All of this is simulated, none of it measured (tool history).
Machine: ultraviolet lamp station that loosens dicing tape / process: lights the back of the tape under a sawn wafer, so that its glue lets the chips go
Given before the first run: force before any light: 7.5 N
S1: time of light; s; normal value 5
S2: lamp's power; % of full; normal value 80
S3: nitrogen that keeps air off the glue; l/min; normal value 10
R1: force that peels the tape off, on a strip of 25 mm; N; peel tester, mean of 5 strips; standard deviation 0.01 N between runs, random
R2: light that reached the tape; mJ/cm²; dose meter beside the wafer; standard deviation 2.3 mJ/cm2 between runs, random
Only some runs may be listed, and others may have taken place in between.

run	hour	S1	S2	S3	R1	R2
1	0.0	5	80	10	0.713	181
2	64.7	3	80	10	1.688	110
3	127.6	3	80	10	1.815	109
4	185.0	3	80	10	1.855	104
# hour 234.6: window cleaned of glue's vapour
5	251.2	3	80	10	1.712	104
6	302.0	5	80	10	0.796	172
7	364.0	5	80	10	0.826	170
8	408.1	5	80	10	0.864	165
9	436.7	9	80	10	0.322	292
10	477.3	9	80	10	0.318	294
11	519.7	5	84	10	0.844	166
12	569.1	5	99	10	0.648	194
13	613.7	5	80	5	1.390	149
14	646.7	5	80	10	0.991	152
15	707.6	5	64	10	1.497	116
16	749.2	3	66	13	2.598	72
# hour 776.6: lamp changed
17	799.1	3	79	11	1.256	134
18	833.8	3	79	11	1.229	133
19	892.7	3	79	11	1.262	129
20	935.2	5	80	16	0.443	214
21	999.4	7	81	5	0.415	296
22	1033.2	2	76	5	3.020	81
23	1082.8	2	76	5	2.951	79
# hour 1093.2: window cleaned of glue's vapour
24	1149.2	2	76	5	2.900	76
25	1205.2	3	76	5	1.905	120
26	1255.1	5	82	16	0.456	212
27	1318.0	5	64	4	1.348	163
28	1364.6	5	64	4	1.362	157
29	1430.9	5	91	4	0.770	221

Forecast each of these 3 alternatives for the next run:
A	1465.5	5	67	4	?	?
B	1465.5	4	64	12	?	?
C	1465.5	5	72	10	?	?

run	R1	R2
A	1.391	162
B	1.291	123
C	0.776	174
Take away the tool's hidden state, keep each run's random variation, and the runs would have read:
run	R1	R2
A	1.002	197
B	0.926	150
C	0.540	212
